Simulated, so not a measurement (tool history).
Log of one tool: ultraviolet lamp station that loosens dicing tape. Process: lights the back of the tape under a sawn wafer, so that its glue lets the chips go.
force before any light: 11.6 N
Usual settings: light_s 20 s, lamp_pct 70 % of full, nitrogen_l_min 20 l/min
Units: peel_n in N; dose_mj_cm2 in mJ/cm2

Run 1, hour 0: usual settings. Result: peel_n 2.362 N, dose_mj_cm2 201 mJ/cm2.
Run 2, hour 22.4: usual settings. Result: peel_n 2.383 N, dose_mj_cm2 199 mJ/cm2.
Run 3, hour 41: usual settings. Result: peel_n 2.353 N, dose_mj_cm2 199 mJ/cm2.
Run 4, hour 81.5: usual settings but nitrogen_l_min 27 l/min. Result: peel_n 2.273 N, dose_mj_cm2 195 mJ/cm2.
Run 5, hour 117: usual settings but nitrogen_l_min 27 l/min. Result: peel_n 2.286 N, dose_mj_cm2 193 mJ/cm2.
Run 6, hour 146.7: usual settings. Result: peel_n 2.593 N, dose_mj_cm2 190 mJ/cm2.
Run 7, hour 189.7: usual settings but light_s 15 s. Result: peel_n 3.92 N, dose_mj_cm2 141 mJ/cm2.
Run 8, hour 233.7: usual settings. Result: peel_n 2.806 N, dose_mj_cm2 183 mJ/cm2.
Run 9, hour 256.3: usual settings but nitrogen_l_min 19 l/min. Result: peel_n 2.889 N, dose_mj_cm2 180 mJ/cm2.
Run 10, hour 301.5: usual settings but nitrogen_l_min 19 l/min. Result: peel_n 2.954 N, dose_mj_cm2 177 mJ/cm2.
Run 11, hour 322.6: usual settings but nitrogen_l_min 19 l/min. Result: peel_n 2.973 N, dose_mj_cm2 173 mJ/cm2.
At hour 361.6: window cleaned of glue's vapour.
Run 12, hour 364.5: usual settings but nitrogen_l_min 19 l/min. Result: peel_n 2.791 N, dose_mj_cm2 186 mJ/cm2.
Run 13, hour 403.3: usual settings but nitrogen_l_min 37 l/min. Result: peel_n 2.331 N, dose_mj_cm2 180 mJ/cm2.
Run 14, hour 435.5: usual settings. Result: peel_n 2.813 N, dose_mj_cm2 180 mJ/cm2.
Run 15, hour 457.7: usual settings. Result: peel_n 2.864 N, dose_mj_cm2 176 mJ/cm2.
Run 16, hour 478.6: usual settings. Result: peel_n 2.82 N, dose_mj_cm2 174 mJ/cm2.
Run 17, hour 509.9: usual settings but light_s 36 s. Result: peel_n 1.016 N, dose_mj_cm2 316 mJ/cm2.
Run 18, hour 542.1: usual settings but light_s 36 s. Result: peel_n 1.053 N, dose_mj_cm2 305 mJ/cm2.
Run 19, hour 570.7: usual settings but light_s 36 s. Result: peel_n 1.092 N, dose_mj_cm2 301 mJ/cm2.
Run 20, hour 612.1: usual settings but light_s 14 s, lamp_pct 68 % of full, nitrogen_l_min 28 l/min. Result: peel_n 4.425 N, dose_mj_cm2 112 mJ/cm2.
Run 21, hour 632.3: usual settings but light_s 31 s, nitrogen_l_min 13 l/min. Result: peel_n 2.072 N, dose_mj_cm2 249 mJ/cm2.
Run 22, hour 659.6: usual settings but light_s 14 s, lamp_pct 88 % of full, nitrogen_l_min 13 l/min. Result: peel_n 4.139 N, dose_mj_cm2 145 mJ/cm2.
Run 23, hour 704.2: usual settings but nitrogen_l_min 13 l/min. Result: peel_n 3.811 N, dose_mj_cm2 157 mJ/cm2.
At hour 720.9: window cleaned of glue's vapour.
Run 24, hour 732.8: usual settings but light_s 13 s, lamp_pct 78 % of full, nitrogen_l_min 25 l/min. Result: peel_n 4.286 N, dose_mj_cm2 121 mJ/cm2.
Run 25, hour 752.4: usual settings but light_s 13 s, lamp_pct 78 % of full, nitrogen_l_min 25 l/min. Result: peel_n 4.356 N, dose_mj_cm2 117 mJ/cm2.
Run 26, hour 772: usual settings but light_s 13 s, lamp_pct 78 % of full, nitrogen_l_min 25 l/min. Result: peel_n 4.465 N, dose_mj_cm2 115 mJ/cm2.
Run 27, hour 802.7: usual settings but nitrogen_l_min 30 l/min. Result: peel_n 2.998 N, dose_mj_cm2 159 mJ/cm2.
Run 28, hour 842.6: usual settings but lamp_pct 63 % of full, nitrogen_l_min 8 l/min. Result: peel_n 4.901 N, dose_mj_cm2 139 mJ/cm2.
At hour 856.6: lamp changed.
Run 29, hour 872.1: usual settings but light_s 11 s, nitrogen_l_min 12 l/min. Result: peel_n 4.466 N, dose_mj_cm2 140 mJ/cm2.
Run 30, hour 898.5: usual settings but light_s 13 s, lamp_pct 74 % of full, nitrogen_l_min 27 l/min. Result: peel_n 2.667 N, dose_mj_cm2 168 mJ/cm2.
Run 31, hour 936.5: usual settings but light_s 13 s, lamp_pct 74 % of full, nitrogen_l_min 27 l/min. Result: peel_n 2.814 N, dose_mj_cm2 166 mJ/cm2.
Run 32, hour 957.7: usual settings but light_s 11 s. Result: peel_n 4.018 N, dose_mj_cm2 134 mJ/cm2.
Run 33, hour 977.6: usual settings but light_s 13 s, lamp_pct 76 % of full, nitrogen_l_min 9 l/min. Result: peel_n 3.935 N, dose_mj_cm2 170 mJ/cm2.
Run 34, hour 1011.1: usual settings but nitrogen_l_min 13 l/min. Result: peel_n 2.226 N, dose_mj_cm2 238 mJ/cm2.
Run 35, hour 1055.1: usual settings but light_s 13 s, lamp_pct 74 % of full, nitrogen_l_min 37 l/min. Result: peel_n 2.621 N, dose_mj_cm2 163 mJ/cm2.
At hour 1082.3: window cleaned of glue's vapour.
Run 36, hour 1098.4: usual settings but light_s 23 s, lamp_pct 94 % of full, nitrogen_l_min 38 l/min. Result: peel_n 0.418 N, dose_mj_cm2 381 mJ/cm2.
Run 37, hour 1130.6: usual settings but light_s 14 s, lamp_pct 82 % of full, nitrogen_l_min 36 l/min. Result: peel_n 1.927 N, dose_mj_cm2 198 mJ/cm2.

The same runs without the tool's hidden state, with the same run-to-run variation:
The hidden state here: lamp's light, % of a new lamp's; light that the window lets through, % of a clean one's; drift of the gauge itself on peel_n, %; drift of the gauge itself on dose_mj_cm2, %.
run  peel_n  dose_mj_cm2
  1    1.48          261
  2   1.475          260
  3    1.44          262
  4   1.309          261
  5   1.279          263
  6   1.475          262
  7   2.509          198
  8   1.517          262
  9   1.553          260
 10   1.544          261
 11   1.536          259
 12   1.542          263
 13   1.152          260
 14   1.478          263
 15    1.48          260
 16   1.446          259
 17   0.325          476
 18   0.319          468
 19   0.325          470
 20   2.535          177
 21   0.733          401
 22   2.229          234
 23   1.845          261
 24   2.408          191
 25    2.42          187
 26   2.457          187
 27   1.261          260
 28   2.766          233
 29   4.305          146
 30   2.487          177
 31   2.575          177
 32   3.728          144
 33   3.616          183
 34   1.912          260
 35   2.239          181
 36   0.354          402
 37   1.708          211
